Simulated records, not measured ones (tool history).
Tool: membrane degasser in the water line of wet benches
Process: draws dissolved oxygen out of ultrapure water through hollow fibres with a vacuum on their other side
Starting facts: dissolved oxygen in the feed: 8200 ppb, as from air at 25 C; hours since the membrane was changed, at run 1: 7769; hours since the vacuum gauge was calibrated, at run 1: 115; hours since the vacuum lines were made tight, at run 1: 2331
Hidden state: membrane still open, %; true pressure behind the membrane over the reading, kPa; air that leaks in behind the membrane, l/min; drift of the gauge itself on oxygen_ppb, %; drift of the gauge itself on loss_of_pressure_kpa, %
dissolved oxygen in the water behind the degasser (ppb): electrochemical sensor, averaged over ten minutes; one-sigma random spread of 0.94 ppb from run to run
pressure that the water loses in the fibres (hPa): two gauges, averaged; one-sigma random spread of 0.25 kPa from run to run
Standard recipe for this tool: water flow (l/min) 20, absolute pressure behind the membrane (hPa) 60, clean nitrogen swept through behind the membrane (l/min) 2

run,hour,water flow (l/min),absolute pressure behind the membrane (hPa),clean nitrogen swept through behind the membrane (l/min),hours since the membrane was changed,hours since the vacuum gauge was calibrated,hours since the vacuum lines were made tight,dissolved oxygen in the water behind the degasser (ppb),pressure that the water loses in the fibres (hPa)
1,0,20,60,2,7769,115,2331,90,667.8
2,152.5,20,60,2,7922,268,2483,92,667.5
3,286,13,60,2,8055,401,2617,51.7,434.4
4,542.3,20,38,2,8311,658,2873,38.2,663.7
5,657.5,30,38,2,8427,773,2988,79.8,994.3
6,917,30,38,2.63,8686,1032,3248,75.7,988
7,1115.8,20,60,2,8885,1231,3446,88.9,663
8,1376.6,20,60,2,9146,1492,3707,89.1,660.5
9,1486.4,20,60,2,9255,1602,3817,90,654.9
10,1695.2,20,60,2,9464,1811,4026,88.9,653.3
11,1938,20,60,2,9707,2053,4269,89.3,652.9
12,2114.3,20,60,2,9883,2230,4445,89.2,650.8
# hour 2168.7: gauge calibrated
13,2319.3,20,60,2,10088,2435,4650,89.5,663.9
14,2468,20,60,2,10237,2583,4799,89.8,661.6
15,2634.1,20,60,2,10403,2750,4965,88.6,663.1
16,2804.1,20,60,2,10573,2920,5135,89,661.3
# hour 2995.9: membrane cartridge changed
17,3007.9,20,60,2,12,3119,5335,89.7,663.6
# hour 3039.6: seals of the vacuum lines changed
18,3147.4,20,60,2,149,3257,108,89.8,655

For run 19, what comes out?
19,3349.8,23,90.8,5.36,352,3459,310,?,?

For run 19 the tool returned dissolved oxygen in the water behind the degasser (ppb) 92.5, pressure that the water loses in the fibres (hPa) 753.5.
The same run, on a tool lacking any hidden state, would have yielded dissolved oxygen in the water behind the degasser (ppb) 92.5, pressure that the water loses in the fibres (hPa) 762.2.
